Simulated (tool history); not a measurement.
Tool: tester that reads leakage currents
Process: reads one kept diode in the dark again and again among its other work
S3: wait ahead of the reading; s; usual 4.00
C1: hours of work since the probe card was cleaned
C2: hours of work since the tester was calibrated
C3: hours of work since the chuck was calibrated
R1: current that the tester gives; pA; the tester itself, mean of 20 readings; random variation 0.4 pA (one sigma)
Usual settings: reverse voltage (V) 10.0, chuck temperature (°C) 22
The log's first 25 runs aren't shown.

{"run": 26, "hour": 2555.3, "reverse voltage (V)": 1.0, "chuck temperature (°C)": 35, "S3": 1.13, "C1": 118, "C2": 3804, "C3": 2153, "R1": 126.34}
{"run": 27, "hour": 2676.9, "reverse voltage (V)": 3.1, "chuck temperature (°C)": 54, "S3": 0.69, "C1": 198, "C2": 3884, "C3": 2233, "R1": 893.99}
{"hour": 2759.4, "done": "chuck's temperature calibrated"}
{"run": 28, "hour": 2791.5, "reverse voltage (V)": 6.5, "chuck temperature (°C)": 50, "S3": 7.1, "C1": 273, "C2": 3959, "C3": 21, "R1": 870.25}
{"run": 29, "hour": 2904.3, "reverse voltage (V)": 10.0, "chuck temperature (°C)": 30, "S3": 4.67, "C1": 347, "C2": 4033, "C3": 96, "R1": 262.58}
{"run": 30, "hour": 3020.4, "reverse voltage (V)": 1.8, "chuck temperature (°C)": 34, "S3": 9.81, "C1": 424, "C2": 4110, "C3": 173, "R1": 138.96}
{"run": 31, "hour": 3081.7, "reverse voltage (V)": 1.8, "chuck temperature (°C)": 34, "S3": 9.81, "C1": 465, "C2": 4151, "C3": 213, "R1": 140.68}
{"run": 32, "hour": 3147.6, "reverse voltage (V)": 4.7, "chuck temperature (°C)": 47, "S3": 1.28, "C1": 508, "C2": 4195, "C3": 257, "R1": 609.14}
{"run": 33, "hour": 3227.7, "reverse voltage (V)": 4.7, "chuck temperature (°C)": 47, "S3": 1.28, "C1": 562, "C2": 4248, "C3": 310, "R1": 611.36}
{"run": 34, "hour": 3303.5, "reverse voltage (V)": 9.6, "chuck temperature (°C)": 23, "S3": 0.93, "C1": 612, "C2": 4298, "C3": 360, "R1": 159.13}

Forecast run 35:
{"run": 35, "hour": 3383.7, "reverse voltage (V)": 5.4, "chuck temperature (°C)": 22, "S3": 4.0, "C1": 665, "C2": 4351, "C3": 413, "R1": "?"}

Run 35 gave R1 105.58 pA.
Without the tool's hidden state the same run would have given R1 95.73 pA.
